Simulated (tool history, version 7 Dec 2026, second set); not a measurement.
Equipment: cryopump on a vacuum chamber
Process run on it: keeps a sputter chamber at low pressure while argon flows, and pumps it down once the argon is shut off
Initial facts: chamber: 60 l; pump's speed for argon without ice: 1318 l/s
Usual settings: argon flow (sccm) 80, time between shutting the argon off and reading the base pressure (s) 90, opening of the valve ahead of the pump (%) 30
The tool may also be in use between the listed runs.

| run | hour | argon flow (sccm) | time between shutting the argon off and reading the base pressure (s) | opening of the valve ahead of the pump (%) | pressure while argon flows (Pa) | pressure after the wait (uPa) |
|---|---|---|---|---|---|---|
| 1 | 0 | 80 | 90 | 30 | 0.3457 | 1.23 |
| 2 | 25 | 80 | 136 | 30 | 0.3442 | 1.01 |
| 3 | 48.5 | 80 | 136 | 30 | 0.3457 | 0.98 |
| 4 | 60.1 | 80 | 136 | 30 | 0.3453 | 1 |
| 5 | 80.1 | 80 | 136 | 30 | 0.3449 | 1 |
| 6 | 96.4 | 80 | 90 | 30 | 0.3484 | 1.24 |
| 7 | 110.6 | 80 | 90 | 30 | 0.3469 | 1.29 |
| 8 | 132 | 80 | 90 | 31 | 0.3364 | 1.29 |
| 9 | 147.4 | 80 | 90 | 31 | 0.3385 | 1.29 |
| 10 | 172.4 | 80 | 90 | 31 | 0.3377 | 1.25 |
| 11 | 184.8 | 80 | 90 | 31 | 0.3364 | 1.3 |
| 12 | 207.5 | 42 | 90 | 30 | 0.1838 | 1.3 |
| 13 | 230.5 | 80 | 90 | 30 | 0.3489 | 1.29 |
| 14 | 241.5 | 80 | 64 | 30 | 0.3491 | 1.65 |
| 15 | 257.2 | 80 | 64 | 30 | 0.3496 | 1.64 |
| 16 | 268.4 | 80 | 90 | 30 | 0.3496 | 1.33 |
| 17 | 289.9 | 80 | 90 | 30 | 0.3496 | 1.33 |
| 18 | 314.2 | 57 | 91 | 30 | 0.2514 | 1.32 |
| 19 | 340.2 | 57 | 91 | 30 | 0.2514 | 1.35 |
| 20 | 351.3 | 138 | 91 | 23 | 0.786 | 1.35 |
| 21 | 376.9 | 138 | 91 | 23 | 0.7871 | 1.39 |
| 22 | 392 | 59 | 61 | 25 | 0.3116 | 1.77 |
| 23 | 414.5 | 40 | 67 | 30 | 0.1755 | 1.63 |
| 24 | 432.7 | 80 | 176 | 30 | 0.352 | 1.06 |
| 25 | 453.5 | 80 | 176 | 30 | 0.3555 | 1.08 |
| 26 | 473.4 | 81 | 48 | 43 | 0.2544 | 2.11 |
| 27 | 490 | 83 | 29 | 26 | 0.4221 | 3.16 |
| 28 | 502.1 | 83 | 111 | 36 | 0.312 | 1.28 |
| 29 | 513.9 | 108 | 90 | 60 | 0.2489 | 1.49 |
| 30 | 525.7 | 34 | 62 | 32 | 0.1433 | 1.83 |
| 31 | 549.3 | 40 | 32 | 40 | 0.1368 | 2.91 |
| 32 | 573.1 | 44 | 135 | 16 | 0.3588 | 1.18 |
| 33 | 588.8 | 85 | 135 | 16 | 0.7022 | 1.18 |
| 34 | 613.3 | 36 | 135 | 45 | 0.1103 | 1.27 |

Each row is a separate what-if for the run after 34, all from the same tool condition, not one after another. Results?
| A | 635.4 | 80 | 199 | 39 | ? | ? |
| B | 635.4 | 80 | 90 | 32 | ? | ? |
| C | 635.4 | 52 | 78 | 34 | ? | ? |
| D | 635.4 | 124 | 90 | 35 | ? | ? |
| E | 635.4 | 45 | 25 | 40 | ? | ? |

| run | pressure while argon flows (Pa) | pressure after the wait (uPa) |
|---|---|---|
| A | 0.2798 | 1.07 |
| B | 0.3375 | 1.55 |
| C | 0.2065 | 1.59 |
| D | 0.4778 | 1.5 |
| E | 0.1531 | 3.52 |
The same runs, with their run-to-run variation unchanged, on a tool lacking any hidden condition would have given:
| run | pressure while argon flows (Pa) | pressure after the wait (uPa) |
|---|---|---|
| A | 0.2635 | 0.55 |
| B | 0.3212 | 1.02 |
| C | 0.196 | 1.09 |
| D | 0.4527 | 0.98 |
| E | 0.1439 | 3 |
